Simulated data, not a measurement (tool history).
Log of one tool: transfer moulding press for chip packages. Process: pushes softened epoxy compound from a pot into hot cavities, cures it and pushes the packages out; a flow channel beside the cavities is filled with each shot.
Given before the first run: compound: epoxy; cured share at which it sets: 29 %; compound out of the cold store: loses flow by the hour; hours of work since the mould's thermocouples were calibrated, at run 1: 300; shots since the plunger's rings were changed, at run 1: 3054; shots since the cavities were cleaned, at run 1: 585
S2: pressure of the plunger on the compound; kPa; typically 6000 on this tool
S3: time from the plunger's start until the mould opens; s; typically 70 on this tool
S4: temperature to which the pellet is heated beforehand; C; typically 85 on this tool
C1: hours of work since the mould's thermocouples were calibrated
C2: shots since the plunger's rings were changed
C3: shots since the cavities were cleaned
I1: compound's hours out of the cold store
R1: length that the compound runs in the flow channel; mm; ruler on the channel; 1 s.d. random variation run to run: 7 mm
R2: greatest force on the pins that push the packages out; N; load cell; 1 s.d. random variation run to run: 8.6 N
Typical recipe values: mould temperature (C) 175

run 1 hour=0.0 | mould_temperature_(C)=175 S2=6000 S3=70 S4=85 | C1=300 C2=3054 C3=585 | I1=41.8 | R1=882 R2=591
-- hour=12.0 cavities cleaned with cleaning compound and waxed
run 2 hour=13.0 | mould_temperature_(C)=175 S2=6000 S3=70 S4=85 | C1=308 C2=3254 C3=18 | I1=38.3 | R1=894 R2=394
run 3 hour=27.4 | mould_temperature_(C)=175 S2=6000 S3=70 S4=85 | C1=319 C2=3503 C3=267 | I1=37.2 | R1=879 R2=530
run 4 hour=43.2 | mould_temperature_(C)=175 S2=6000 S3=70 S4=85 | C1=330 C2=3776 C3=540 | I1=10.3 | R1=942 R2=596
run 5 hour=55.5 | mould_temperature_(C)=175 S2=6000 S3=70 S4=85 | C1=339 C2=3990 C3=754 | I1=38.3 | R1=880 R2=653
-- hour=57.9 cavities cleaned with cleaning compound and waxed
run 6 hour=69.9 | mould_temperature_(C)=177 S2=6000 S3=70 S4=85 | C1=348 C2=4212 C3=207 | I1=24.8 | R1=904 R2=467
run 7 hour=85.8 | mould_temperature_(C)=177 S2=6000 S3=70 S4=85 | C1=359 C2=4489 C3=484 | I1=44.7 | R1=857 R2=537
run 8 hour=94.5 | mould_temperature_(C)=177 S2=6000 S3=70 S4=85 | C1=366 C2=4639 C3=634 | I1=38.6 | R1=856 R2=553
-- hour=100.9 plunger's sealing rings changed
-- hour=106.2 cavities cleaned with cleaning compound and waxed
run 9 hour=111.2 | mould_temperature_(C)=177 S2=6000 S3=70 S4=85 | C1=375 C2=153 C3=88 | I1=19.1 | R1=977 R2=423
run 10 hour=121.4 | mould_temperature_(C)=177 S2=6000 S3=70 S4=85 | C1=382 C2=329 C3=264 | I1=33.2 | R1=941 R2=467
run 11 hour=133.4 | mould_temperature_(C)=177 S2=6000 S3=70 S4=85 | C1=391 C2=537 C3=472 | I1=9.5 | R1=994 R2=550
-- hour=152.0 cavities cleaned with cleaning compound and waxed
run 12 hour=152.0 | mould_temperature_(C)=177 S2=6000 S3=70 S4=85 | C1=403 C2=833 C3=1 | I1=26.1 | R1=942 R2=345
run 13 hour=166.6 | mould_temperature_(C)=175 S2=6000 S3=59 S4=85 | C1=413 C2=1086 C3=254 | I1=36.0 | R1=936 R2=723
run 14 hour=178.3 | mould_temperature_(C)=175 S2=6000 S3=70 S4=87 | C1=422 C2=1289 C3=457 | I1=22.5 | R1=953 R2=580
run 15 hour=194.7 | mould_temperature_(C)=175 S2=7060 S3=55 S4=88 | C1=434 C2=1572 C3=740 | I1=42.9 | R1=982 R2=1053
-- hour=197.5 cavities cleaned with cleaning compound and waxed
run 16 hour=207.2 | mould_temperature_(C)=171 S2=4750 S3=101 S4=85 | C1=441 C2=1763 C3=168 | I1=8.2 | R1=895 R2=398
run 17 hour=219.3 | mould_temperature_(C)=171 S2=4750 S3=101 S4=85 | C1=450 C2=1973 C3=378 | I1=19.8 | R1=858 R2=464
run 18 hour=230.3 | mould_temperature_(C)=171 S2=6000 S3=82 S4=85 | C1=458 C2=2164 C3=569 | I1=9.3 | R1=995 R2=600
run 19 hour=240.2 | mould_temperature_(C)=179 S2=6000 S3=95 S4=85 | C1=465 C2=2335 C3=740 | I1=17.9 | R1=934 R2=525
-- hour=243.3 cavities cleaned with cleaning compound and waxed
run 20 hour=257.3 | mould_temperature_(C)=172 S2=6000 S3=95 S4=85 | C1=476 C2=2605 C3=243 | I1=43.3 | R1=910 R2=431
run 21 hour=272.1 | mould_temperature_(C)=174 S2=6090 S3=57 S4=85 | C1=487 C2=2861 C3=499 | I1=23.5 | R1=946 R2=1016
-- hour=289.2 cavities cleaned with cleaning compound and waxed
run 22 hour=290.1 | mould_temperature_(C)=174 S2=6090 S3=57 S4=85 | C1=499 C2=3147 C3=15 | I1=38.4 | R1=901 R2=630
run 23 hour=297.2 | mould_temperature_(C)=174 S2=6090 S3=57 S4=85 | C1=504 C2=3270 C3=138 | I1=34.6 | R1=905 R2=757
run 24 hour=312.1 | mould_temperature_(C)=179 S2=6090 S3=57 S4=89 | C1=515 C2=3528 C3=396 | I1=37.0 | R1=886 R2=658
run 25 hour=322.9 | mould_temperature_(C)=179 S2=6550 S3=90 S4=83 | C1=522 C2=3715 C3=583 | I1=11.3 | R1=965 R2=506
run 26 hour=331.0 | mould_temperature_(C)=174 S2=4560 S3=90 S4=79 | C1=528 C2=3855 C3=723 | I1=13.6 | R1=815 R2=535
-- hour=335.1 cavities cleaned with cleaning compound and waxed
run 27 hour=340.0 | mould_temperature_(C)=170 S2=6480 S3=70 S4=85 | C1=534 C2=3986 C3=85 | I1=15.3 | R1=980 R2=601
run 28 hour=347.7 | mould_temperature_(C)=170 S2=6480 S3=70 S4=85 | C1=539 C2=4118 C3=217 | I1=26.3 | R1=968 R2=662

Consider 4 possible next runs. They are alternatives, not a sequence: every one starts from the tool as it was left by run 28. What does each give?
run A hour=355.2 | mould_temperature_(C)=181 S2=7000 S3=70 S4=85 | C1=544 C2=4249 C3=348 | I1=28.2 | R1=? R2=?
run B hour=355.2 | mould_temperature_(C)=174 S2=4840 S3=70 S4=93 | C1=544 C2=4249 C3=348 | I1=37.0 | R1=? R2=?
run C hour=355.2 | mould_temperature_(C)=175 S2=5300 S3=81 S4=85 | C1=544 C2=4249 C3=348 | I1=24.2 | R1=? R2=?
run D hour=355.2 | mould_temperature_(C)=175 S2=6000 S3=110 S4=79 | C1=544 C2=4249 C3=348 | I1=26.5 | R1=? R2=?

run=A R1=934 R2=463
run=B R1=777 R2=557
run=C R1=861 R2=477
run=D R1=903 R2=443
Had the tool no hidden state, the same runs would have come out as:
run=A R1=1004 R2=320
run=B R1=837 R2=400
run=C R1=926 R2=334
run=D R1=971 R2=302
